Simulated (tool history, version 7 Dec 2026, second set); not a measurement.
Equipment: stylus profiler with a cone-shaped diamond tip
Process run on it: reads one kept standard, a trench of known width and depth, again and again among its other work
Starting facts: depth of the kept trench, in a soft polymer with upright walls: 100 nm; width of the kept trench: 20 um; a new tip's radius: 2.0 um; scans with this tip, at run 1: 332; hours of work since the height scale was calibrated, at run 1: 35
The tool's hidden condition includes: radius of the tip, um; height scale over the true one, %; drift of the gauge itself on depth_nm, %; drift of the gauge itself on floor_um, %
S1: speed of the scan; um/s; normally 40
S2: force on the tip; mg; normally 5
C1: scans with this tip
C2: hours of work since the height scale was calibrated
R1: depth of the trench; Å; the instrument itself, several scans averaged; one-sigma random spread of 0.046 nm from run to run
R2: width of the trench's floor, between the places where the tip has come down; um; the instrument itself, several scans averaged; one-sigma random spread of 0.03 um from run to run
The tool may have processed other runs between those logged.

run   hour  S1     S2    C1   C2      R1     R2
  1      0  40      5   332   35  1010.8  18.57
  2      9  40      5   384   41    1010  18.52
  3   19.8  40      5   446   47    1010  18.52
  4   26.3  78      5   484   51  1008.7   18.4
  5   36.8  78      5   544   57    1010  18.36
  6   44.8  85      5   591   62  1009.8  18.34
  7   55.3  85      5   651   69    1010  18.39
  8   62.9  85      5   695   73  1010.7  18.35
  9   74.1  85      5   760   80    1009  18.37
 10   85.2  40      5   824   87  1009.5  18.47
 11   96.9  15      5   892   94  1009.7  18.62
 12  103.3  15      5   928   98  1008.9  18.64
 13  117.8  96      5  1012  107  1009.3  18.32
 14  129.5  96      5  1080  114  1009.1  18.29
 15  137.4  40      5  1125  119  1009.5  18.54
     139.1  -- height scale calibrated on a step standard
 16    147  40   3.26  1177    5  1006.6  18.55
 17  159.6  40   3.26  1250   12  1006.6  18.49
 18  166.7  40      5  1291   17  1009.8  18.53
 19  181.3  40      5  1375   26  1009.2  18.49
     186.3  -- height scale calibrated on a step standard, once more
 20  189.7  40      5  1421    2  1009.8  18.56
 21  197.1  40   9.42  1464    7  1014.6  18.54
 22  209.8  40   9.42  1537   14  1014.9   18.6
 23  221.7  40   9.42  1606   22  1015.2  18.56
 24  232.1  40   9.42  1666   28  1014.7  18.59
 25  240.1  40   9.42  1712   33  1015.3  18.59
 26  251.8  40   9.42  1779   40  1014.2  18.54
 27  261.8  40   9.42  1837   46  1014.8  18.62
 28  275.3  40   9.42  1915   54  1014.8  18.55
 29  285.8  25   2.74  1975   60  1005.9  18.55
 30  295.4  25   2.74  2031   66  1005.6  18.54
 31  309.5  25   2.74  2113   75  1005.6  18.58
 32  318.7  25   2.74  2166   81  1006.1  18.56
 33  330.6  25   2.74  2234   88  1005.4  18.56
 34  341.6  25   2.74  2297   94  1005.3  18.55
 35  355.2  39  14.86  2376  103  1019.9  18.57
 36  370.8  12   2.17  2466  112  1004.6  18.57
 37  379.4  12   2.17  2515  117  1004.5  18.59
 38  386.7  27   2.77  2558  122  1005.6  18.49
 39    398  27   2.77  2623  129  1005.5  18.54
 40  407.3  17  12.78  2676  134  1016.9  18.72
 41  421.5  14  13.56  2759  143  1018.7  18.69
 42  431.1  59   5.64  2814  149  1009.8   18.4
 43  443.5  16   8.99  2885  156    1014  18.67
 44  452.2  24      5  2936  162  1009.2  18.58
 45  460.9  24   3.85  2986  167  1007.6  18.56
 46  474.6  15      5  3065  175  1008.7  18.61

Measured result minus the same run's result without the hidden state. Both carry the same run-to-run variation, though not necessarily the same gauge scatter:
run    R1     R2
  1  -0.4  -0.02
  2  -0.4  -0.02
  3  -0.4  -0.02
  4  -0.5  -0.02
  5  -0.6  -0.02
  6  -0.5  -0.02
  7  -0.5  -0.02
  8  -0.6  -0.02
  9  -0.6  -0.02
 10  -0.7  -0.02
 11  -0.7  -0.03
 12  -0.7  -0.03
 13  -0.7  -0.03
 14  -0.7  -0.03
 15  -0.8  -0.04
 16  -0.9  -0.03
 17    -1  -0.03
 18  -0.9  -0.04
 19    -1  -0.03
 20  -0.8  -0.03
 21  -0.9  -0.04
 22  -0.9  -0.04
 23  -0.9  -0.04
 24    -1  -0.04
 25  -0.9  -0.04
 26    -1  -0.04
 27    -1  -0.04
 28    -1  -0.04
 29  -1.1  -0.04
 30  -1.1  -0.04
 31  -1.2  -0.05
 32  -1.2  -0.05
 33  -1.2  -0.05
 34  -1.2  -0.05
 35  -1.3  -0.05
 36  -1.3  -0.06
 37  -1.3  -0.06
 38  -1.3  -0.06
 39  -1.3  -0.06
 40  -1.4  -0.05
 41  -1.4  -0.05
 42  -1.5  -0.06
 43  -1.5  -0.06
 44  -1.5  -0.06
 45  -1.5  -0.06
 46  -1.6  -0.07
